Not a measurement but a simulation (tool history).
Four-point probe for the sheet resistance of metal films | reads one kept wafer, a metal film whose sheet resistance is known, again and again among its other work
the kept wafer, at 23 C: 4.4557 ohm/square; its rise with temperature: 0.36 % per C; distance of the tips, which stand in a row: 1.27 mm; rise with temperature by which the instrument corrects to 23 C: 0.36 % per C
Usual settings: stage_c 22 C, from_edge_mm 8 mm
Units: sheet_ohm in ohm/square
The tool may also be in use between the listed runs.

run	hour	stage_c	from_edge_mm	sheet_ohm
1	0.0	22	8	4.507328
2	79.1	23	8	4.507606
3	125.9	23	8	4.505881
4	198.3	23	8	4.505819
5	269.3	23	8	4.505684
6	315.8	23	8	4.505612
7	377.7	30	7	4.522688
8	413.9	22	69	4.445225

The next listed run, before its measurement:
9	451.6	22	69	?

sheet_ohm: 4.446897 ohm/square
Without the tool's hidden state the same run would have given sheet_ohm 4.458205 ohm/square.
